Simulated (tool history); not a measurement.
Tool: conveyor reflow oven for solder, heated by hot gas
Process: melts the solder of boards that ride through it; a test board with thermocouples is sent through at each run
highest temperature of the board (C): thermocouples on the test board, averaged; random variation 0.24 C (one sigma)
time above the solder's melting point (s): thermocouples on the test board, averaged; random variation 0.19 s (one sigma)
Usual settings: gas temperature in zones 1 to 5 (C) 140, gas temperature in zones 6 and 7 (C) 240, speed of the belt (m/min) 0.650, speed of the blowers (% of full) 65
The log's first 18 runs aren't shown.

| run | hour | gas temperature in zones 1 to 5 (C) | gas temperature in zones 6 and 7 (C) | speed of the belt (m/min) | speed of the blowers (% of full) | hours of work since the flux was cleaned out | hours of work since the belt drive was overhauled | hours of work since the thermocouples were changed | highest temperature of the board (C) | time above the solder's melting point (s) |
|---|---|---|---|---|---|---|---|---|---|---|
| 19 | 127.2 | 155 | 240 | 0.571 | 65 | 137 | 176 | 442 | 225.6 | 67.2 |
| 20 | 133.4 | 155 | 240 | 0.571 | 65 | 141 | 180 | 446 | 225.2 | 67.1 |
| 21 | 139.9 | 155 | 240 | 0.571 | 65 | 145 | 184 | 450 | 226.0 | 67.4 |
| 22 | 146.9 | 155 | 240 | 0.571 | 65 | 149 | 189 | 454 | 225.1 | 66.7 |
| 23 | 151.8 | 140 | 242 | 0.615 | 65 | 152 | 192 | 458 | 221.8 | 55.1 |
| 24 | 158.6 | 151 | 243 | 0.537 | 67 | 157 | 196 | 462 | 229.4 | 72.2 |
| 25 | 167.5 | 148 | 234 | 0.650 | 65 | 163 | 202 | 468 | 214.7 | 49.7 |
| 26 | 176.7 | 136 | 240 | 0.684 | 65 | 169 | 208 | 474 | 215.1 | 42.9 |
| 27 | 182.3 | 125 | 240 | 0.684 | 68 | 172 | 212 | 478 | 213.5 | 39.0 |
| 28 | 191.2 | 137 | 240 | 0.650 | 65 | 178 | 218 | 483 | 217.3 | 47.5 |
| 29 | 197.2 | 137 | 240 | 0.650 | 65 | 182 | 221 | 487 | 217.4 | 47.5 |
| 30 | 203.9 | 137 | 254 | 0.588 | 53 | 186 | 226 | 492 | 230.2 | 60.9 |
| 31 | 210.2 | 129 | 244 | 0.588 | 53 | 191 | 230 | 496 | 219.3 | 51.7 |
| 32 | 219.2 | 129 | 244 | 0.588 | 53 | 196 | 236 | 502 | 219.1 | 51.7 |

Forecast each of these 3 alternatives for the next run:
| A | 225.7 | 154 | 232 | 0.588 | 81 | 201 | 240 | 506 | ? | ? |
| B | 225.7 | 140 | 240 | 0.650 | 74 | 201 | 240 | 506 | ? | ? |
| C | 225.7 | 129 | 244 | 0.540 | 70 | 201 | 240 | 506 | ? | ? |

| run | highest temperature of the board (C) | time above the solder's melting point (s) |
|---|---|---|
| A | 219.9 | 61.7 |
| B | 219.9 | 50.4 |
| C | 227.5 | 63.0 |
Without the tool's hidden state the same runs would have given:
| run | highest temperature of the board (C) | time above the solder's melting point (s) |
|---|---|---|
| A | 221.2 | 62.3 |
| B | 221.7 | 51.4 |
| C | 229.1 | 63.8 |
